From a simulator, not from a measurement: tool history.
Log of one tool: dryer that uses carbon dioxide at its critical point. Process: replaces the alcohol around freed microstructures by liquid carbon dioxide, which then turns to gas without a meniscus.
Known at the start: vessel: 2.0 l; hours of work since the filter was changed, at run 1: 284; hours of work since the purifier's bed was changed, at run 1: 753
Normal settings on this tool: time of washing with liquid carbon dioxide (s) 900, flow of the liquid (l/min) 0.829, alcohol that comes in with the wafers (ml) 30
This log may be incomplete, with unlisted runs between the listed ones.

run,hour,time of washing with liquid carbon dioxide (s),flow of the liquid (l/min),alcohol that comes in with the wafers (ml),hours of work since the filter was changed,hours of work since the purifier's bed was changed,alcohol left in the vessel before it's heated (ppm by volume)
1,0.0,900,0.829,30,284,753,209
2,24.3,900,0.829,30,294,762,198
3,44.7,900,0.829,30,302,770,209
4,84.3,900,0.829,30,318,786,211
5,121.9,900,0.829,30,333,801,219
6,155.3,900,0.829,30,346,814,228
7,187.2,900,0.829,30,359,827,226
8,235.5,900,1.212,30,378,846,163
9,274.7,900,1.212,30,393,862,162
10,315.0,540,0.829,30,409,878,790

The next listed run, before its measurement:
11,336.2,900,0.545,30,418,886,?

Run 11 measured alcohol left in the vessel before it's heated (ppm by volume) 685.
Without the tool's hidden state the same run would have given alcohol left in the vessel before it's heated (ppm by volume) 429.
